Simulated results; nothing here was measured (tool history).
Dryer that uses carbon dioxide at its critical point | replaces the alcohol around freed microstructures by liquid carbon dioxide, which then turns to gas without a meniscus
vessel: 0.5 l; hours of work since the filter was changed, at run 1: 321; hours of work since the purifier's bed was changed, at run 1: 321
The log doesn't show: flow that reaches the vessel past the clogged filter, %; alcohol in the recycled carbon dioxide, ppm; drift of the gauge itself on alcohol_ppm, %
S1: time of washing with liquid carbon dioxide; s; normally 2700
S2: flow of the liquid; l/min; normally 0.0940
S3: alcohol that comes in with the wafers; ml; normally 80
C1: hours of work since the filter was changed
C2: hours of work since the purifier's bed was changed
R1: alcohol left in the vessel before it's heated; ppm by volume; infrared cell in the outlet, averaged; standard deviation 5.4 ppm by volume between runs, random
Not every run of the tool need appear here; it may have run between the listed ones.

run    hour    S1      S2  S3   C1   C2     R1
  1     0.0  2700  0.0940  80  321  321    468
  2    31.0  2700  0.0940  80  342  342    505
  3    57.3  2700  0.0940  80  360  360    530
  4    99.6  1920  0.0940  80  389  389   2605
  5   135.6  1920  0.0940  32  414  414   1171
  6   160.4  1920  0.0940  32  431  431   1157
      190.2  -- inlet filter changed
  7   205.8  1920  0.0940  32   11  462    565
  8   227.7  2160  0.0940  80   26  477    718
  9   251.1  2160  0.0940  80   42  493    781
 10   290.3  2160  0.0940  80   69  520    801
 11   335.4  2160  0.0940  80  100  551    846
 12   379.8  2700  0.0613  80  131  582   2431
 13   402.9  2700  0.0613  80  146  598   2527
 14   434.3  2700  0.0613  80  168  619   2615
 15   477.1  2700  0.0613  80  197  649   2732
 16   522.9  2700  0.0613  80  229  680   2928
 17   562.8  2700  0.0613  80  256  708   3047
 18   584.2  2700  0.0613  80  271  722   3169
 19   626.5  2700  0.0613  80  300  751   3313
 20   675.9  2700  0.0613  80  334  785   3514
 21   707.5  2700  0.0613  80  356  807   3486
 22   738.4  2700  0.0940  80  377  828    614
 23   778.1  3960  0.0808  69  405  856    336
 24   806.9  2700  0.1057  63  424  876    406
      847.9  -- inlet filter changed
 25   852.9  2700  0.1057  63    3  907    308
      872.0  -- purifier's bed changed
 26   887.1  2700  0.1057  63   25   10     61
 27   931.3  3960  0.0940  26   55   41     20
 28   962.5  1800  0.1437  32   77   62     72
 29  1004.7  2100  0.0988  60  106   91    482
 30  1044.7  2100  0.1057  81  133  119    464
 31  1077.3  4260  0.0940  22  156  141     42
 32  1117.3  3840  0.0773  72  183  169    116
 33  1164.7  3840  0.0773  72  216  201    126
 34  1200.0  3840  0.0773  72  240  226    148
 35  1237.4  1920  0.0588  80  266  251  10161
 36  1288.1  1920  0.1592  67  301  286    145
 37  1329.1  2700  0.0940  55  329  315    309
 38  1353.6  3960  0.0940  98  346  331    113
 39  1381.8  3960  0.0940  98  365  351    137
 40  1403.0  2220  0.0626  20  380  365   1666
 41  1432.7  2220  0.0626  20  400  386   1709
 42  1471.4  2220  0.0626  20  427  412   1825
 43  1499.3  2220  0.0626  20  446  432   1807

Here are 4 independent what-if runs from the current tool condition. What would each one return?
     1506.2  -- inlet filter changed
  A  1535.2  1920  0.1290  36  20  456   ?
     1506.2  -- inlet filter changed
  B  1535.2  2460  0.1433  55  20  456   ?
     1506.2  -- inlet filter changed
  C  1535.2  2220  0.1417  20  20  456   ?
     1506.2  -- inlet filter changed
  D  1535.2  2400  0.0630  30  20  456   ?

run    R1
  A   196
  B   133
  C   138
  D  1128
Had the tool no hidden state, the same runs would have come out as:
run   R1
  A   68
  B    5
  C   12
  D  973
